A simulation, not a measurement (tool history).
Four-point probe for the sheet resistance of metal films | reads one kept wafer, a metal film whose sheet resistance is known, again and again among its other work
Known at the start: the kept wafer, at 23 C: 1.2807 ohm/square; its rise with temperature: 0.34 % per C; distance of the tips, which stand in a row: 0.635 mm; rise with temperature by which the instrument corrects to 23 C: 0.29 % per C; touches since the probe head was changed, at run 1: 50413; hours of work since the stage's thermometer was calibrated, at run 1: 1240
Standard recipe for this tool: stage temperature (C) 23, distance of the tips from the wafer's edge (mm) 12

run   hour  stage temperature (C)  distance of the tips from the wafer's edge (mm)  touches since the probe head was changed  hours of work since the stage's thermometer was calibrated  sheet resistance as the instrument gives it (ohm/square)
  1      0                     23                                               12                                     50413                                                        1240                                                  1.269854
  2   28.6                     23                                               12                                     51742                                                        1260                                                  1.269554
  3   65.4                     23                                               12                                     53450                                                        1284                                                   1.26966
  4   83.9                     23                                               12                                     54311                                                        1297                                                  1.269853
  5  111.1                     23                                               12                                     55572                                                        1315                                                  1.268945
  6    140                     23                                               12                                     56917                                                        1335                                                  1.269448
  7  167.9                     23                                               12                                     58213                                                        1354                                                  1.269339
     190.8  -- stage's thermometer calibrated
  8  191.7                     18                                               12                                     59293                                                           1                                                  1.263201
  9  225.6                     18                                               12                                     60867                                                          24                                                  1.262827
 10  247.9                     18                                               12                                     61903                                                          39                                                  1.262887
 11  274.7                     23                                               12                                     63149                                                          57                                                  1.265809
 12  292.2                     23                                               12                                     63962                                                          69                                                  1.265885
 13  317.9                     23                                               12                                     65156                                                          86                                                  1.266287
 14  346.7                     23                                               12                                     66493                                                         106                                                  1.265334
 15  381.4                     23                                               12                                     68107                                                         129                                                  1.265895
 16  415.8                     27                                               12                                     69707                                                         153                                                  1.267829
 17  444.1                     33                                               12                                     71018                                                         172                                                  1.271766
 18    463                     33                                               12                                     71896                                                         185                                                  1.271196
 19  491.8                     33                                               12                                     73235                                                         204                                                  1.271047
 20  525.3                     33                                               12                                     74789                                                         227                                                  1.271355
 21  542.7                     21                                               61                                     75601                                                         239                                                  1.261923
 22  566.6                     18                                               12                                     76712                                                         255                                                  1.261651
 23  587.4                     31                                               12                                     77674                                                         269                                                  1.269646
 24  603.9                     25                                                8                                     78443                                                         280                                                  1.268093
 25  627.7                     25                                                8                                     79549                                                         296                                                  1.267843
 26  652.8                     25                                                8                                     80715                                                         313                                                  1.267841
 27  680.7                     23                                               27                                     82011                                                         332                                                   1.26272
 28  697.8                     23                                               27                                     82803                                                         344                                                  1.262336
 29  720.7                     21                                                7                                     83871                                                         359                                                  1.266022
 30  753.2                     31                                               16                                     85379                                                         381                                                  1.268039
 31  788.3                     31                                               16                                     87010                                                         405                                                  1.267872
 32  816.2                     20                                                9                                     88307                                                         424                                                  1.263161

Expected results for the next run?
 33  841.3                     20                                                9                                     89470                                                         441                                                         ?

sheet resistance as the instrument gives it (ohm/square): 1.263078
Minus the tool's unlogged condition, the same run would have read sheet resistance as the instrument gives it (ohm/square) 1.282363.
